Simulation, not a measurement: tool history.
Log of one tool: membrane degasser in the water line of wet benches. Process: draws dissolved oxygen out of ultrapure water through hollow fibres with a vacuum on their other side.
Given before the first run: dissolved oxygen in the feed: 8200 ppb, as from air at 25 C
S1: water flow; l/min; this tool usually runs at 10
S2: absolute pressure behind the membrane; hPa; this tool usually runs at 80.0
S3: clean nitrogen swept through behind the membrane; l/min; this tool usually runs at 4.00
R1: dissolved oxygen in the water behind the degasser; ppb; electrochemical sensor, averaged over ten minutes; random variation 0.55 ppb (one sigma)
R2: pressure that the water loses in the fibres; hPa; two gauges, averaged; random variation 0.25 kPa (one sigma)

| run | hour | S1 | S2 | S3 | R1 | R2 |
|---|---|---|---|---|---|---|
| 1 | 0.0 | 10 | 80.0 | 4.00 | 49.4 | 695.1 |
| 2 | 67.6 | 10 | 65.4 | 4.00 | 40.4 | 697.6 |
| 3 | 155.1 | 10 | 169.7 | 4.00 | 107.2 | 696.8 |
| 4 | 224.6 | 10 | 80.0 | 4.00 | 50.6 | 700.9 |
| 5 | 296.6 | 10 | 80.0 | 4.00 | 50.6 | 694.6 |
| 6 | 355.4 | 10 | 80.0 | 4.00 | 49.9 | 700.2 |
| 7 | 464.5 | 10 | 80.0 | 4.00 | 50.6 | 696.5 |
| 8 | 525.3 | 10 | 80.0 | 4.00 | 49.5 | 704.2 |
| 9 | 640.5 | 10 | 80.0 | 4.00 | 51.0 | 696.0 |
| 10 | 736.4 | 10 | 80.0 | 4.00 | 51.6 | 699.0 |
| 11 | 855.0 | 10 | 80.0 | 10.61 | 32.0 | 700.9 |
| 12 | 915.8 | 10 | 80.0 | 10.61 | 31.5 | 699.9 |
| 13 | 984.6 | 10 | 160.1 | 2.27 | 163.0 | 701.1 |
| 14 | 1061.6 | 10 | 160.1 | 2.27 | 165.0 | 702.7 |
| 15 | 1170.6 | 10 | 160.1 | 2.27 | 165.1 | 706.5 |
| 16 | 1239.1 | 10 | 81.4 | 2.27 | 75.9 | 702.1 |
| 17 | 1344.3 | 14 | 158.9 | 2.27 | 263.8 | 980.6 |
| 18 | 1410.1 | 10 | 80.6 | 2.67 | 67.6 | 702.0 |
| 19 | 1458.9 | 14 | 80.0 | 4.00 | 116.1 | 983.5 |
| 20 | 1523.9 | 12 | 162.0 | 3.28 | 160.0 | 844.8 |
| 21 | 1628.1 | 9 | 132.1 | 2.21 | 119.8 | 631.1 |
| 22 | 1741.7 | 7 | 132.1 | 8.26 | 26.5 | 489.9 |
| 23 | 1825.7 | 11 | 80.0 | 4.00 | 64.9 | 773.7 |

Hidden state or all else? Some run-to-run changes of R1, split into what the settings, what came in and random variation would give without the hidden state, and what is left for the hidden state (with any gauge scatter that isn't in both results):
Hidden state present: membrane still open, %; true pressure behind the membrane over the reading, kPa; air that leaks in behind the membrane, l/min; drift of the gauge itself on oxygen_ppb, %; drift of the gauge itself on loss_of_pressure_kpa, %.
Run 16 -> 17: S1 10 -> 14, S2 81.4 -> 158.9. R1 +187.9 ppb: hidden state +10.8, all else +177.1.
Run 17 -> 18: S1 14 -> 10, S2 158.9 -> 80.6, S3 2.27 -> 2.67. R1 -196.2 ppb: hidden state -11.2, all else -185.0.
